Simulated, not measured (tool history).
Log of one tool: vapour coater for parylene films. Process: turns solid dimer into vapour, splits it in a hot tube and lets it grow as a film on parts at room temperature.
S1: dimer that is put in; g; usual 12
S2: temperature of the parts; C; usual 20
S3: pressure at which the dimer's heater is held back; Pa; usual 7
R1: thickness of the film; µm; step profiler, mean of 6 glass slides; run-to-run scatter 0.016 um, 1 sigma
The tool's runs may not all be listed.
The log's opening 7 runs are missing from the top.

run,hour,S1,S2,S3,R1
8,84.3,5,20,7,0.96
9,98,5,20,7,0.95
10,111.1,5,20,7,0.94
11,121,7,20,7,1.33
12,133.2,8,20,7,1.52
13,141.8,12,20,7,2.29
14,151.7,12,17,7,2.56
15,163.7,12,20,3.38,2.56
16,171.3,12,20,10.21,2.14
17,178.9,12,20,10.21,2.12
18,188.8,12,20,3.39,2.52
# hour 190.8: table's thermometer calibrated
19,203.4,12,20,3.39,2.52
20,216.6,12,20,3.39,2.52
21,224.7,12,20,7,2.25
22,234.4,5,20,7,0.92
23,244.5,13,16,3.02,3.27
24,254.5,20,16,3.02,4.9

What does the tool deliver on the next run?
# hour 265.1: table's thermometer calibrated, once more
25,267.3,18,12,6.09,?

R1: 4.59 µm
Had the tool carried no hidden state, the very same run would have given R1 4.85 µm.
